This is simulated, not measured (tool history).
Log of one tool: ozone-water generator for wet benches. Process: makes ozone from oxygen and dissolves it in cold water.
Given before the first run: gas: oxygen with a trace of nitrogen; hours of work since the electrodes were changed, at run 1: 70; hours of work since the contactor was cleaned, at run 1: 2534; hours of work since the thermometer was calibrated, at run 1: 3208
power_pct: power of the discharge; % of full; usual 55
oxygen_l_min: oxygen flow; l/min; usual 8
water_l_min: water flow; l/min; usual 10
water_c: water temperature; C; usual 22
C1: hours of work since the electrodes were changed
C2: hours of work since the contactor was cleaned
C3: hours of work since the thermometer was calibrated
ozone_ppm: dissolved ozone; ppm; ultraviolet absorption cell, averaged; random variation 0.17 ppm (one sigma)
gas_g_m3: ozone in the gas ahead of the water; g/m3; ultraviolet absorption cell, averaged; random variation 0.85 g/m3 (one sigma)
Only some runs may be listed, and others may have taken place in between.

run 1 hour=0 | power_pct=55 oxygen_l_min=8 water_l_min=10 water_c=22 | C1=70 C2=2534 C3=3208 | ozone_ppm=21.7 gas_g_m3=137.4
run 2 hour=23.4 | power_pct=55 oxygen_l_min=8 water_l_min=10 water_c=22 | C1=86 C2=2549 C3=3224 | ozone_ppm=21.9 gas_g_m3=137
run 3 hour=58.4 | power_pct=55 oxygen_l_min=8 water_l_min=10 water_c=14 | C1=110 C2=2573 C3=3247 | ozone_ppm=26.5 gas_g_m3=139.6
run 4 hour=89 | power_pct=55 oxygen_l_min=8 water_l_min=10 water_c=14 | C1=130 C2=2593 C3=3268 | ozone_ppm=26.3 gas_g_m3=137.6
run 5 hour=129.4 | power_pct=55 oxygen_l_min=8 water_l_min=10 water_c=14 | C1=157 C2=2620 C3=3295 | ozone_ppm=26.2 gas_g_m3=137.5
run 6 hour=149.1 | power_pct=55 oxygen_l_min=8 water_l_min=10 water_c=14 | C1=170 C2=2634 C3=3308 | ozone_ppm=26.2 gas_g_m3=138.2
run 7 hour=182.2 | power_pct=55 oxygen_l_min=8 water_l_min=10 water_c=14 | C1=192 C2=2656 C3=3330 | ozone_ppm=26.4 gas_g_m3=137.4
run 8 hour=202.2 | power_pct=55 oxygen_l_min=8 water_l_min=10 water_c=14 | C1=206 C2=2669 C3=3344 | ozone_ppm=26.1 gas_g_m3=138
run 9 hour=241.6 | power_pct=55 oxygen_l_min=8 water_l_min=10 water_c=22 | C1=232 C2=2695 C3=3370 | ozone_ppm=22 gas_g_m3=136.6
run 10 hour=274.2 | power_pct=43 oxygen_l_min=8 water_l_min=10 water_c=22 | C1=254 C2=2717 C3=3392 | ozone_ppm=17.7 gas_g_m3=112.4
run 11 hour=306.3 | power_pct=43 oxygen_l_min=8 water_l_min=10 water_c=22 | C1=275 C2=2739 C3=3413 | ozone_ppm=17.6 gas_g_m3=113.4
run 12 hour=343.3 | power_pct=43 oxygen_l_min=8 water_l_min=10 water_c=22 | C1=300 C2=2764 C3=3438 | ozone_ppm=17.8 gas_g_m3=111.4
run 13 hour=388.7 | power_pct=43 oxygen_l_min=8 water_l_min=10 water_c=22 | C1=331 C2=2794 C3=3468 | ozone_ppm=17.8 gas_g_m3=113
-- hour=396 contactor cleaned
run 14 hour=416.6 | power_pct=55 oxygen_l_min=8 water_l_min=10 water_c=22 | C1=347 C2=14 C3=3484 | ozone_ppm=21.3 gas_g_m3=137
run 15 hour=456.2 | power_pct=55 oxygen_l_min=8 water_l_min=10 water_c=22 | C1=373 C2=40 C3=3511 | ozone_ppm=21.9 gas_g_m3=137.9
run 16 hour=482.9 | power_pct=55 oxygen_l_min=8 water_l_min=10 water_c=17 | C1=391 C2=58 C3=3529 | ozone_ppm=24.3 gas_g_m3=138.3
run 17 hour=505.2 | power_pct=55 oxygen_l_min=8 water_l_min=10 water_c=17 | C1=406 C2=73 C3=3544 | ozone_ppm=24.2 gas_g_m3=138.3
run 18 hour=529.6 | power_pct=55 oxygen_l_min=8 water_l_min=10 water_c=17 | C1=422 C2=89 C3=3560 | ozone_ppm=24.1 gas_g_m3=136
run 19 hour=575.7 | power_pct=55 oxygen_l_min=9.81 water_l_min=10 water_c=29 | C1=453 C2=120 C3=3591 | ozone_ppm=17.6 gas_g_m3=127.3
run 20 hour=607.7 | power_pct=61 oxygen_l_min=5.8 water_l_min=10 water_c=29 | C1=475 C2=142 C3=3612 | ozone_ppm=20.7 gas_g_m3=170.1
run 21 hour=651 | power_pct=74 oxygen_l_min=8 water_l_min=10 water_c=21 | C1=503 C2=171 C3=3641 | ozone_ppm=28.1 gas_g_m3=174.2
-- hour=660.7 contactor cleaned, once more
run 22 hour=674.1 | power_pct=59 oxygen_l_min=6.79 water_l_min=6 water_c=14 | C1=516 C2=9 C3=3654 | ozone_ppm=38.2 gas_g_m3=154.9
-- hour=713.7 water thermometer calibrated
run 23 hour=718.7 | power_pct=99 oxygen_l_min=6.79 water_l_min=6 water_c=15 | C1=546 C2=39 C3=3 | ozone_ppm=56.1 gas_g_m3=231.7
run 24 hour=747.7 | power_pct=99 oxygen_l_min=11.98 water_l_min=10 water_c=15 | C1=565 C2=58 C3=23 | ozone_ppm=40.1 gas_g_m3=187.1
run 25 hour=769.9 | power_pct=99 oxygen_l_min=12.78 water_l_min=10 water_c=15 | C1=580 C2=73 C3=38 | ozone_ppm=39.9 gas_g_m3=183.1
run 26 hour=809.6 | power_pct=55 oxygen_l_min=8 water_l_min=6 water_c=22 | C1=607 C2=99 C3=64 | ozone_ppm=28.7 gas_g_m3=137.9
run 27 hour=847.9 | power_pct=45 oxygen_l_min=12.4 water_l_min=6 water_c=25 | C1=632 C2=125 C3=90 | ozone_ppm=20.2 gas_g_m3=98
run 28 hour=878.6 | power_pct=45 oxygen_l_min=12.4 water_l_min=6 water_c=25 | C1=653 C2=146 C3=110 | ozone_ppm=20.1 gas_g_m3=98.8
run 29 hour=912 | power_pct=55 oxygen_l_min=4.8 water_l_min=6 water_c=25 | C1=675 C2=168 C3=133 | ozone_ppm=29.2 gas_g_m3=168.2
run 30 hour=953.7 | power_pct=55 oxygen_l_min=8 water_l_min=7 water_c=22 | C1=703 C2=196 C3=161 | ozone_ppm=26.7 gas_g_m3=137.9
run 31 hour=978.4 | power_pct=55 oxygen_l_min=8 water_l_min=7 water_c=22 | C1=720 C2=212 C3=177 | ozone_ppm=27.1 gas_g_m3=136.7
run 32 hour=1006 | power_pct=44 oxygen_l_min=8 water_l_min=12 water_c=16 | C1=738 C2=231 C3=196 | ozone_ppm=19.1 gas_g_m3=114.7

Measured minus without-hidden-state, run by run (identical run-to-run variation in each term; gauge scatter may differ):
Hidden state present: yield of the discharge, % of new electrodes'; contactor's efficiency, % of a clean one's; true water temperature over the reading, C; drift of the gauge itself on ozone_ppm, %; drift of the gauge itself on gas_g_m3, %.
run=1 ozone_ppm=-0.6 gas_g_m3=+0.4
run=2 ozone_ppm=-0.6 gas_g_m3=+0.4
run=3 ozone_ppm=-0.7 gas_g_m3=+0.3
run=4 ozone_ppm=-0.7 gas_g_m3=+0.3
run=5 ozone_ppm=-0.7 gas_g_m3=+0.2
run=6 ozone_ppm=-0.7 gas_g_m3=+0.2
run=7 ozone_ppm=-0.8 gas_g_m3=+0.2
run=8 ozone_ppm=-0.8 gas_g_m3=+0.2
run=9 ozone_ppm=-0.7 gas_g_m3=+0.2
run=10 ozone_ppm=-0.5 gas_g_m3=+0
run=11 ozone_ppm=-0.6 gas_g_m3=+0
run=12 ozone_ppm=-0.6 gas_g_m3=+0
run=13 ozone_ppm=-0.5 gas_g_m3=+0
run=14 ozone_ppm=-1 gas_g_m3=+0
run=15 ozone_ppm=-1.1 gas_g_m3=-0.1
run=16 ozone_ppm=-1.1 gas_g_m3=-0.1
run=17 ozone_ppm=-1.2 gas_g_m3=-0.1
run=18 ozone_ppm=-1.2 gas_g_m3=-0.2
run=19 ozone_ppm=-0.9 gas_g_m3=-0.2
run=20 ozone_ppm=-1.1 gas_g_m3=-0.3
run=21 ozone_ppm=-1.4 gas_g_m3=-0.4
run=22 ozone_ppm=-0.3 gas_g_m3=-0.4
run=23 ozone_ppm=-0.4 gas_g_m3=-0.9
run=24 ozone_ppm=-0.3 gas_g_m3=-0.8
run=25 ozone_ppm=-0.3 gas_g_m3=-0.8
run=26 ozone_ppm=-0.2 gas_g_m3=-0.4
run=27 ozone_ppm=-0.1 gas_g_m3=-0.3
run=28 ozone_ppm=-0.1 gas_g_m3=-0.3
run=29 ozone_ppm=-0.2 gas_g_m3=-0.7
run=30 ozone_ppm=-0.3 gas_g_m3=-0.6
run=31 ozone_ppm=-0.2 gas_g_m3=-0.6
run=32 ozone_ppm=-0.2 gas_g_m3=-0.4

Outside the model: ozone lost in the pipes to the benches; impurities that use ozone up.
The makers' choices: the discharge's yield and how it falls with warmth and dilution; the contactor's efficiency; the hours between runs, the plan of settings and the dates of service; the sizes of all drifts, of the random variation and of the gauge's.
